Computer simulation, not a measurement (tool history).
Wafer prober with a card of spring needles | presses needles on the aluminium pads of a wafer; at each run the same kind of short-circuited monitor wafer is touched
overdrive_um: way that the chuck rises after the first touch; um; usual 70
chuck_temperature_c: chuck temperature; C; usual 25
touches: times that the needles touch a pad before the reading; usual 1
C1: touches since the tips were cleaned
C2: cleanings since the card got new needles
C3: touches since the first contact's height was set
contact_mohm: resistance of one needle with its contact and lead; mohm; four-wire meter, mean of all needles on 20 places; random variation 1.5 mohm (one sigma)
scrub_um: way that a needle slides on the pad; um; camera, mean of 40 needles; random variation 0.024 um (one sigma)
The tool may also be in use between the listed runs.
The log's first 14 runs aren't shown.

-- hour=780.6 tips cleaned on abrasive film
-- hour=818.0 tips cleaned on abrasive film
run 15 hour=836.0 | overdrive_um=70 chuck_temperature_c=25 touches=1 | C1=3383 C2=45 C3=46441 | contact_mohm=178 scrub_um=10.21
-- hour=854.0 tips cleaned on abrasive film
-- hour=890.8 tips cleaned on abrasive film
run 16 hour=904.7 | overdrive_um=70 chuck_temperature_c=25 touches=1 | C1=2612 C2=47 C3=59350 | contact_mohm=176 scrub_um=10.20
-- hour=927.1 tips cleaned on abrasive film
-- hour=965.0 tips cleaned on abrasive film
run 17 hour=974.5 | overdrive_um=72 chuck_temperature_c=59 touches=1 | C1=1791 C2=49 C3=72456 | contact_mohm=173 scrub_um=10.43
-- hour=1001.2 tips cleaned on abrasive film
-- hour=1038.0 tips cleaned on abrasive film
run 18 hour=1055.1 | overdrive_um=77 chuck_temperature_c=123 touches=1 | C1=3212 C2=51 C3=87597 | contact_mohm=185 scrub_um=11.19
-- hour=1072.8 tips cleaned on abrasive film
-- hour=1106.6 tips cleaned on abrasive film
run 19 hour=1106.6 | overdrive_um=77 chuck_temperature_c=123 touches=1 | C1=0 C2=53 C3=97271 | contact_mohm=159 scrub_um=11.13
-- hour=1142.5 tips cleaned on abrasive film
run 20 hour=1147.3 | overdrive_um=52 chuck_temperature_c=55 touches=1 | C1=914 C2=54 C3=104926 | contact_mohm=185 scrub_um=7.46
-- hour=1180.3 tips cleaned on abrasive film
-- hour=1215.3 tips cleaned on abrasive film
run 21 hour=1227.8 | overdrive_um=52 chuck_temperature_c=55 touches=1 | C1=2359 C2=56 C3=120045 | contact_mohm=213 scrub_um=7.45
-- hour=1253.0 tips cleaned on abrasive film
-- hour=1286.9 tips cleaned on abrasive film
run 22 hour=1287.0 | overdrive_um=52 chuck_temperature_c=55 touches=1 | C1=29 C2=58 C3=131163 | contact_mohm=165 scrub_um=7.41
-- hour=1305.2 height of the first contact set anew
-- hour=1326.4 tips cleaned on abrasive film
run 23 hour=1359.0 | overdrive_um=52 chuck_temperature_c=94 touches=2 | C1=6138 C2=59 C3=10113 | contact_mohm=220 scrub_um=7.64
-- hour=1364.5 tips cleaned on abrasive film
-- hour=1398.8 tips cleaned on abrasive film
-- hour=1436.5 tips cleaned on abrasive film
run 24 hour=1436.5 | overdrive_um=83 chuck_temperature_c=36 touches=3 | C1=0 C2=62 C3=24660 | contact_mohm=143 scrub_um=12.22
-- hour=1473.2 tips cleaned on abrasive film
-- hour=1507.0 tips cleaned on abrasive film
run 25 hour=1507.0 | overdrive_um=70 chuck_temperature_c=41 touches=1 | C1=0 C2=64 C3=37899 | contact_mohm=149 scrub_um=10.25
-- hour=1540.7 tips cleaned on abrasive film
run 26 hour=1566.0 | overdrive_um=85 chuck_temperature_c=41 touches=1 | C1=4757 C2=65 C3=48990 | contact_mohm=173 scrub_um=12.50
-- hour=1579.2 tips cleaned on abrasive film
-- hour=1614.0 tips cleaned on abrasive film
run 27 hour=1630.9 | overdrive_um=56 chuck_temperature_c=73 touches=1 | C1=3180 C2=67 C3=61180 | contact_mohm=217 scrub_um=8.13
-- hour=1653.8 tips cleaned on abrasive film
-- hour=1689.5 tips cleaned on abrasive film
run 28 hour=1696.2 | overdrive_um=84 chuck_temperature_c=30 touches=1 | C1=1256 C2=69 C3=73442 | contact_mohm=157 scrub_um=12.27
-- hour=1725.0 tips cleaned on abrasive film
run 29 hour=1730.8 | overdrive_um=84 chuck_temperature_c=38 touches=1 | C1=1084 C2=70 C3=79940 | contact_mohm=152 scrub_um=12.28
-- hour=1758.9 tips cleaned on abrasive film
-- hour=1793.1 tips cleaned on abrasive film
run 30 hour=1808.6 | overdrive_um=78 chuck_temperature_c=83 touches=2 | C1=2909 C2=72 C3=94560 | contact_mohm=170 scrub_um=11.33
-- hour=1828.7 tips cleaned on abrasive film
run 31 hour=1853.1 | overdrive_um=78 chuck_temperature_c=83 touches=2 | C1=4608 C2=73 C3=102932 | contact_mohm=176 scrub_um=11.34

3 ways to go on from here, each from the tool as it stands after run 31. What would each give?
-- hour=1867.6 tips cleaned on abrasive film
-- hour=1907.2 tips cleaned on abrasive film
run A hour=1924.8 | overdrive_um=78 chuck_temperature_c=83 touches=2 | C1=3323 C2=75 C3=116404 | contact_mohm=? scrub_um=?
-- hour=1867.6 tips cleaned on abrasive film
-- hour=1907.2 tips cleaned on abrasive film
run B hour=1924.8 | overdrive_um=78 chuck_temperature_c=83 touches=2 | C1=3323 C2=75 C3=116404 | contact_mohm=? scrub_um=?
-- hour=1867.6 tips cleaned on abrasive film
-- hour=1907.2 tips cleaned on abrasive film
run C hour=1924.8 | overdrive_um=76 chuck_temperature_c=25 touches=2 | C1=3323 C2=75 C3=116404 | contact_mohm=? scrub_um=?

run=A contact_mohm=172 scrub_um=11.32
run=B contact_mohm=173 scrub_um=11.29
run=C contact_mohm=167 scrub_um=10.96
Without the tool's hidden state the same runs would have given:
run=A contact_mohm=149 scrub_um=11.55
run=B contact_mohm=150 scrub_um=11.53
run=C contact_mohm=141 scrub_um=11.19
